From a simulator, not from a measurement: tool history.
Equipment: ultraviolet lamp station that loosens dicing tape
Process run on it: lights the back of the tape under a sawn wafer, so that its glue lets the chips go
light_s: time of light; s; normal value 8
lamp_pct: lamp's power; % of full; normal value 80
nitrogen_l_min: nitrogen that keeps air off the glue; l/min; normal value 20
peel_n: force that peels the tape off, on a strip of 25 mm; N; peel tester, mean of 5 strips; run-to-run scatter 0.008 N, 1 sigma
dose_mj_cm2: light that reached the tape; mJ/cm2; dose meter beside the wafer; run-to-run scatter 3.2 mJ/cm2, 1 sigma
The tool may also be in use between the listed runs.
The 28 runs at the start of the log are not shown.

{"run": 29, "hour": 1231.7, "light_s": 15, "lamp_pct": 99, "nitrogen_l_min": 31, "peel_n": 0.101, "dose_mj_cm2": 855}
{"run": 30, "hour": 1266.3, "light_s": 7, "lamp_pct": 65, "nitrogen_l_min": 29, "peel_n": 0.847, "dose_mj_cm2": 258}
{"run": 31, "hour": 1297.8, "light_s": 7, "lamp_pct": 64, "nitrogen_l_min": 18, "peel_n": 1.158, "dose_mj_cm2": 256}
{"run": 32, "hour": 1346.9, "light_s": 7, "lamp_pct": 70, "nitrogen_l_min": 21, "peel_n": 0.927, "dose_mj_cm2": 275}
{"hour": 1380.6, "done": "window cleaned of glue's vapour"}
{"run": 33, "hour": 1407.7, "light_s": 7, "lamp_pct": 78, "nitrogen_l_min": 21, "peel_n": 0.66, "dose_mj_cm2": 337}
{"run": 34, "hour": 1438.6, "light_s": 8, "lamp_pct": 80, "nitrogen_l_min": 34, "peel_n": 0.334, "dose_mj_cm2": 395}
{"run": 35, "hour": 1501.4, "light_s": 8, "lamp_pct": 80, "nitrogen_l_min": 7, "peel_n": 1.123, "dose_mj_cm2": 389}
{"run": 36, "hour": 1531.0, "light_s": 5, "lamp_pct": 75, "nitrogen_l_min": 12, "peel_n": 1.659, "dose_mj_cm2": 227}
{"run": 37, "hour": 1580.6, "light_s": 8, "lamp_pct": 72, "nitrogen_l_min": 20, "peel_n": 0.662, "dose_mj_cm2": 345}
{"run": 38, "hour": 1626.7, "light_s": 5, "lamp_pct": 80, "nitrogen_l_min": 20, "peel_n": 1.212, "dose_mj_cm2": 238}
{"run": 39, "hour": 1684.0, "light_s": 5, "lamp_pct": 92, "nitrogen_l_min": 20, "peel_n": 1.002, "dose_mj_cm2": 269}
{"run": 40, "hour": 1713.8, "light_s": 5, "lamp_pct": 92, "nitrogen_l_min": 20, "peel_n": 0.982, "dose_mj_cm2": 265}
{"run": 41, "hour": 1752.9, "light_s": 8, "lamp_pct": 67, "nitrogen_l_min": 20, "peel_n": 0.803, "dose_mj_cm2": 309}
{"run": 42, "hour": 1821.2, "light_s": 9, "lamp_pct": 83, "nitrogen_l_min": 19, "peel_n": 0.452, "dose_mj_cm2": 431}

Predict each of these 5 candidate next runs independently; none follows another, all start after run 42:
{"run": "A", "hour": 1882.5, "light_s": 13, "lamp_pct": 61, "nitrogen_l_min": 14, "peel_n": "?", "dose_mj_cm2": "?"}
{"run": "B", "hour": 1882.5, "light_s": 5, "lamp_pct": 83, "nitrogen_l_min": 19, "peel_n": "?", "dose_mj_cm2": "?"}
{"run": "C", "hour": 1882.5, "light_s": 8, "lamp_pct": 99, "nitrogen_l_min": 20, "peel_n": "?", "dose_mj_cm2": "?"}
{"run": "D", "hour": 1882.5, "light_s": 8, "lamp_pct": 86, "nitrogen_l_min": 20, "peel_n": "?", "dose_mj_cm2": "?"}
{"run": "E", "hour": 1882.5, "light_s": 9, "lamp_pct": 69, "nitrogen_l_min": 10, "peel_n": "?", "dose_mj_cm2": "?"}

run=A peel_n=0.552 dose_mj_cm2=452
run=B peel_n=1.276 dose_mj_cm2=233
run=C peel_n=0.4 dose_mj_cm2=445
run=D peel_n=0.521 dose_mj_cm2=391
run=E peel_n=1.067 dose_mj_cm2=353
Without the tool's hidden state the same runs would have given:
run=A peel_n=0.278 dose_mj_cm2=623
run=B peel_n=0.785 dose_mj_cm2=320
run=C peel_n=0.201 dose_mj_cm2=615
run=D peel_n=0.264 dose_mj_cm2=538
run=E peel_n=0.622 dose_mj_cm2=486
